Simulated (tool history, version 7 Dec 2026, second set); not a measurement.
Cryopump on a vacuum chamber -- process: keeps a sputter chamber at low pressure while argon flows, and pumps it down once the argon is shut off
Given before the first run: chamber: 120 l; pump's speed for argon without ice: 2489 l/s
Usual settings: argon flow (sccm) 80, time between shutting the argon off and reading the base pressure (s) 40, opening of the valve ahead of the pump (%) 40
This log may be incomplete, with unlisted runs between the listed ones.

run   hour  argon flow (sccm)  time between shutting the argon off and reading the base pressure (s)  opening of the valve ahead of the pump (%)  pressure while argon flows (Pa)  pressure after the wait (uPa)
  1      0                 80                                                                     40                                          40                           0.1364                           1.67
  2   24.6                 80                                                                     40                                          40                            0.137                           1.66
  3   41.8                 80                                                                     40                                          40                           0.1389                           1.61
  4   63.2                 80                                                                     40                                          40                           0.1377                           1.71
  5   79.2                 80                                                                     40                                          40                           0.1367                           1.69
  6   95.3                 80                                                                     40                                          40                           0.1374                           1.65
  7  109.4                 80                                                                     61                                          40                           0.1372                           1.18
  8  131.2                 80                                                                     61                                          40                           0.1382                           1.25
  9  149.8                 80                                                                     61                                          40                           0.1372                           1.16
 10  163.8                 80                                                                     40                                          29                             0.19                           1.67
 11  181.1                 80                                                                     40                                          29                           0.1899                           1.74
 12  194.8                 75                                                                     40                                          40                           0.1304                           1.74
 13  206.2                 75                                                                     40                                          40                           0.1308                           1.65
 14  225.7                 80                                                                     40                                          20                           0.2742                           1.67
 15  244.7                 80                                                                     40                                          40                           0.1385                           1.69
 16  260.9                 80                                                                     40                                          40                           0.1397                           1.68
 17  281.2                 80                                                                     40                                          40                           0.1384                           1.75
 18  292.2                 80                                                                     40                                          40                           0.1378                           1.69
 19  310.5                 67                                                                     23                                          40                           0.1164                           2.78

Expected results for the next run?
 20  331.4                 67                                                                     23                                          40                                ?                              ?

{"run 20": {"pressure while argon flows (Pa)": 0.116, "pressure after the wait (uPa)": 2.74}}
On a tool with no hidden condition, and with the same random variation, this run would have come out at pressure while argon flows (Pa) 0.1132, pressure after the wait (uPa) 2.61.

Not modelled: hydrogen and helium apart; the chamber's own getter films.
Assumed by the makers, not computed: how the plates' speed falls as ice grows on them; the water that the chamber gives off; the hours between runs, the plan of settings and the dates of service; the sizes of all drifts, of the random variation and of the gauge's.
